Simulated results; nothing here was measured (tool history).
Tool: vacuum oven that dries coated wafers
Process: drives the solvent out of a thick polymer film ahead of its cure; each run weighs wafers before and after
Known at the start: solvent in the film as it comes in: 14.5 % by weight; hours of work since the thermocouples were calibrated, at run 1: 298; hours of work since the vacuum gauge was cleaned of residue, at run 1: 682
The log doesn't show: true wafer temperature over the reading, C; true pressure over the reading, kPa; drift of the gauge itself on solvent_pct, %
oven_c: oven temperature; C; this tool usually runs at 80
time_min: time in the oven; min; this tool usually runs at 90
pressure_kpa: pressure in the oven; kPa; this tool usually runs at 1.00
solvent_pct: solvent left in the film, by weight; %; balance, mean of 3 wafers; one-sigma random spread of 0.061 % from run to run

run   hour  oven_c  time_min  pressure_kpa  hours of work since the thermocouples were calibrated  hours of work since the vacuum gauge was cleaned of residue  solvent_pct
  1    0.0      80        90          1.00                                                    298                                                          682         3.65
  2   27.3      80        90          1.00                                                    310                                                          694         3.63
  3   54.6      80        90          1.00                                                    322                                                          705         3.61
  4   75.4      80        90          1.00                                                    331                                                          715         3.43
  5   96.2      80        90          1.00                                                    340                                                          724         3.57
  6  110.3      80        90          1.00                                                    346                                                          730         3.48
  7  125.1      80        90          1.00                                                    353                                                          736         3.57
  8  140.8      80        90          1.00                                                    360                                                          743         3.58
  9  153.8      80        90          1.00                                                    365                                                          749         3.58
 10  173.7      80        90          1.00                                                    374                                                          757         3.59
 11  191.3      80        90          1.00                                                    382                                                          765         3.51
 12  203.8      80        90          1.00                                                    387                                                          770         3.47
 13  222.6      71        90          1.00                                                    395                                                          778         6.22
 14  249.0      71        90          1.00                                                    407                                                          790         6.09
 15  268.0      71        90          1.00                                                    415                                                          798         6.15
 16  297.6      71        90          1.00                                                    428                                                          811         6.23
 17  319.1      71        90          1.00                                                    437                                                          820         6.04
     322.7  -- vacuum gauge cleaned of residue and calibrated
 18  339.3      71        90          1.00                                                    445                                                            7         6.30
 19  355.6      71        90          1.00                                                    452                                                           14         6.30
 20  373.9      71        90          1.00                                                    460                                                           22         6.26
     382.8  -- vacuum gauge cleaned of residue and calibrated, once more
 21  399.0      92        90          1.00                                                    471                                                            7         1.25
 22  411.8      87        51          1.75                                                    476                                                           13         4.09
 23  424.8      90        95          3.64                                                    482                                                           18         3.90
 24  438.1      90        95          3.64                                                    487                                                           24         3.90
 25  455.8      87        83          3.64                                                    495                                                           32         4.84
 26  479.3      88        61          0.51                                                    505                                                           42         2.15
 27  499.0      77       118          0.81                                                    514                                                           50         3.03
 28  516.8      74       118          0.81                                                    522                                                           58         3.65
 29  536.2      74        64          0.81                                                    530                                                           67         5.90
 30  553.6      94       160          1.00                                                    538                                                           74         0.95
 31  568.7      93       131          1.95                                                    544                                                           81         1.76
 32  596.7      90        62          2.22                                                    556                                                           93         3.22
 33  609.9      80       129          1.03                                                    562                                                           99         2.31
 34  632.9      93        90          1.00                                                    572                                                          109         1.09
 35  657.1      80        90          0.88                                                    583                                                          119         3.09
 36  670.8      80        90          0.88                                                    589                                                          125         3.12
 37  685.5      68       119          1.38                                                    595                                                          131         6.55
 38  702.8      79       136          1.12                                                    602                                                          139         2.60
 39  715.5      86        90          1.00                                                    608                                                          145         2.12
 40  734.7      80        70          1.00                                                    616                                                          153         4.17
 41  764.5      80        70          0.57                                                    629                                                          166         3.62
 42  789.4      80        70          0.57                                                    640                                                          177         3.72

What if the next run were any one of these 4? Each begins from the tool's condition after run 42:
  A  806.6      78        68          1.00                                                    648                                                          184            ?
  B  806.6      90        54          2.46                                                    648                                                          184            ?
  C  806.6      80        47          1.81                                                    648                                                          184            ?
  D  806.6      80        84          0.57                                                    648                                                          184            ?

run  solvent_pct
  A         4.73
  B         3.84
  C         6.59
  D         3.04
Without the tool's hidden state the same runs would have given:
run  solvent_pct
  A         4.90
  B         3.99
  C         6.78
  D         3.18

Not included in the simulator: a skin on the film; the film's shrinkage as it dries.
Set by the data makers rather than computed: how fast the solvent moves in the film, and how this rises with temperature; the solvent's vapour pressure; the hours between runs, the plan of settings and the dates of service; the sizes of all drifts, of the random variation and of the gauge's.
